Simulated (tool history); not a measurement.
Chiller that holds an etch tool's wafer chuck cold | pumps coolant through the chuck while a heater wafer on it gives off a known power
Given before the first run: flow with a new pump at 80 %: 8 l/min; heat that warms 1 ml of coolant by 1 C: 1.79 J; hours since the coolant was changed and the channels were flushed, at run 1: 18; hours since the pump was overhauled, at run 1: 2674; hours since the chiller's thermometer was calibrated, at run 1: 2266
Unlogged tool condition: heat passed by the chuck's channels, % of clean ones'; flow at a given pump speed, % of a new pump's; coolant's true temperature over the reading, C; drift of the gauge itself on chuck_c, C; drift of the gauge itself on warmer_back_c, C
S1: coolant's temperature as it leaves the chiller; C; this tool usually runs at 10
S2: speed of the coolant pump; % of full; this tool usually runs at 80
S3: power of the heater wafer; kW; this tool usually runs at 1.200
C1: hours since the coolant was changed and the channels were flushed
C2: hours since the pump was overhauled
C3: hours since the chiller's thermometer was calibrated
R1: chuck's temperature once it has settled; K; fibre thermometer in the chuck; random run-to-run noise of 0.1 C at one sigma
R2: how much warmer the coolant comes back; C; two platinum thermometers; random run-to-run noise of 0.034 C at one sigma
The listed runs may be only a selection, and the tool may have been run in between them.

run	day	S1	S2	S3	C1	C2	C3	R1	R2
1	0.000	10	80	1.200	18	2674	2266	298.05	5.02
2	1.404	10	80	1.378	52	2707	2300	300.65	5.72
3	3.838	10	80	1.378	110	2766	2358	300.35	5.77
4	6.429	12	80	1.200	172	2828	2420	300.25	5.01
5	8.533	13	80	1.200	223	2879	2471	301.25	4.93
6	10.504	13	80	1.200	270	2926	2518	301.35	4.99
7	12.783	8	94	1.493	325	2981	2573	298.05	5.30
8	14.517	10	80	0.759	366	3022	2614	292.75	3.10
9	16.908	10	80	0.759	424	3080	2672	292.85	3.14
10	18.062	10	80	0.759	451	3107	2700	292.75	3.12
11	20.408	10	88	1.187	508	3163	2756	297.25	4.38

Consider 4 possible next runs. They are alternatives, not a sequence: every one starts from the tool as it was left by run 11. What does each give?
A	21.962	10	77	0.916	545	3201	2793	?	?
B	21.962	0	93	1.546	545	3201	2793	?	?
C	21.962	4	71	1.187	545	3201	2793	?	?
D	21.962	10	88	1.169	545	3201	2793	?	?

run	R1	R2
A	295.15	3.88
B	290.85	5.44
C	293.35	5.47
D	297.05	4.36
Without the tool's unlogged condition, the same runs would have read:
run	R1	R2
A	295.15	3.99
B	290.85	5.56
C	293.35	5.59
D	297.05	4.48

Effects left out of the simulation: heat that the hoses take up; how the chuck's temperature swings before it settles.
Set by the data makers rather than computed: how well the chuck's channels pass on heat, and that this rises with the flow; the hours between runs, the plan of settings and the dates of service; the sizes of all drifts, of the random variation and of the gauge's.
